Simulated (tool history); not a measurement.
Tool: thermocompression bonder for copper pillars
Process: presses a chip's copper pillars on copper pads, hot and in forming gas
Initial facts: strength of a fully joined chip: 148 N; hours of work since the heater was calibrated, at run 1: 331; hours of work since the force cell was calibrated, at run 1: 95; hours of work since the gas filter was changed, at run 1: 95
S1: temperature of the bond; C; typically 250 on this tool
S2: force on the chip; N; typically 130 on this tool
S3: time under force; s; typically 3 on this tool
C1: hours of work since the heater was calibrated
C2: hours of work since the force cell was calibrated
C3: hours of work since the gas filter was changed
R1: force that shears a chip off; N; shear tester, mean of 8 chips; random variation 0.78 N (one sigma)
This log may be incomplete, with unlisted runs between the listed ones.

| run | day | S1 | S2 | S3 | C1 | C2 | C3 | R1 |
|---|---|---|---|---|---|---|---|---|
| 1 | 0.000 | 250 | 130 | 3 | 331 | 95 | 95 | 64.3 |
| 2 | 1.225 | 250 | 130 | 3 | 353 | 118 | 118 | 64.7 |
| 3 | 3.871 | 250 | 130 | 3 | 403 | 167 | 167 | 64.2 |
| 4 | 5.779 | 255 | 130 | 3 | 438 | 202 | 202 | 66.9 |
| 5 | 7.725 | 255 | 130 | 3 | 474 | 238 | 238 | 66.5 |
| 6 | 10.529 | 255 | 130 | 3 | 526 | 290 | 290 | 65.7 |
| 7 | 11.896 | 255 | 130 | 3 | 551 | 315 | 315 | 65.2 |
|  | 12.983 | forming gas filter changed |
| 8 | 14.692 | 255 | 130 | 3 | 603 | 367 | 32 | 65.5 |
| 9 | 17.262 | 250 | 130 | 3 | 650 | 414 | 79 | 64.1 |
| 10 | 19.392 | 228 | 130 | 3 | 690 | 454 | 119 | 49.4 |
| 11 | 21.446 | 228 | 85 | 3 | 728 | 492 | 157 | 35.6 |
| 12 | 23.408 | 250 | 130 | 3 | 764 | 528 | 193 | 63.1 |
| 13 | 26.379 | 250 | 130 | 3 | 819 | 583 | 248 | 63.8 |
| 14 | 27.804 | 250 | 139 | 3 | 846 | 610 | 275 | 66.6 |
|  | 29.167 | heater calibrated with a thermocouple chip |
| 15 | 30.442 | 253 | 139 | 3 | 24 | 657 | 322 | 68.6 |
|  | 31.200 | forming gas filter changed |
| 16 | 33.250 | 253 | 139 | 3 | 75 | 709 | 38 | 68.8 |
| 17 | 35.983 | 251 | 116 | 3 | 126 | 759 | 89 | 58.4 |
| 18 | 37.558 | 251 | 116 | 3 | 155 | 789 | 118 | 60.7 |
| 19 | 39.342 | 276 | 130 | 7 | 188 | 822 | 151 | 103.9 |
| 20 | 41.808 | 253 | 97 | 5 | 234 | 867 | 197 | 66.6 |
| 21 | 43.525 | 253 | 97 | 5 | 266 | 899 | 228 | 64.8 |
| 22 | 45.438 | 253 | 97 | 5 | 301 | 935 | 264 | 65.2 |
|  | 46.925 | force cell calibrated |
| 23 | 48.054 | 250 | 84 | 4 | 349 | 21 | 311 | 50.9 |
|  | 49.408 | forming gas filter changed |
| 24 | 50.862 | 250 | 84 | 4 | 400 | 73 | 27 | 51.6 |

What will run 25 give?
| 25 | 52.746 | 244 | 114 | 4 | 435 | 108 | 62 | ? |

R1: 61.5 N
Minus the tool's unlogged condition, the same run would have read R1 61.9 N.
